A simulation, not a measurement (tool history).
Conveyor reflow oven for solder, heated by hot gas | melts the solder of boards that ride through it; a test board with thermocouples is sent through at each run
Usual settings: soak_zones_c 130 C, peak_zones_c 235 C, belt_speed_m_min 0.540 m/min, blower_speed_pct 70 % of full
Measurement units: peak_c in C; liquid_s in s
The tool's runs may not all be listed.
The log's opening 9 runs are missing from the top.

run	hour	soak_zones_c	peak_zones_c	belt_speed_m_min	blower_speed_pct	hours of work since the flux was cleaned out	hours of work since the belt drive was overhauled	hours of work since the thermocouples were changed	peak_c	liquid_s
10	317.9	130	235	0.540	70	97	285	1267	213.5	60.0
11	361.4	130	235	0.540	70	127	315	1297	213.2	59.6
12	402.0	130	235	0.540	70	155	343	1325	213.2	59.9
13	449.3	130	235	0.540	70	188	376	1357	212.4	60.1
14	489.0	130	235	0.445	70	215	403	1385	219.0	80.7
# hour 512.3: flux residue cleaned out of gas plates and filters
15	532.5	130	235	0.540	70	14	430	1411	214.7	61.7
# hour 561.6: thermocouples of zones 6 and 7 changed
16	574.9	130	235	0.540	70	42	457	9	217.3	63.2
17	595.3	130	235	0.540	70	56	472	23	217.4	63.5
18	623.5	130	235	0.434	70	75	491	43	224.0	88.1
19	669.9	130	235	0.434	70	107	523	75	222.9	88.1

Expected results for the next run?
20	715.0	130	234	0.434	86	138	554	106	?	?

peak_c: 225.6 C
liquid_s: 89.8 s
On a tool with no hidden condition, and with the same random variation, this run would have come out at peak_c 226.0 C, liquid_s 89.3 s.
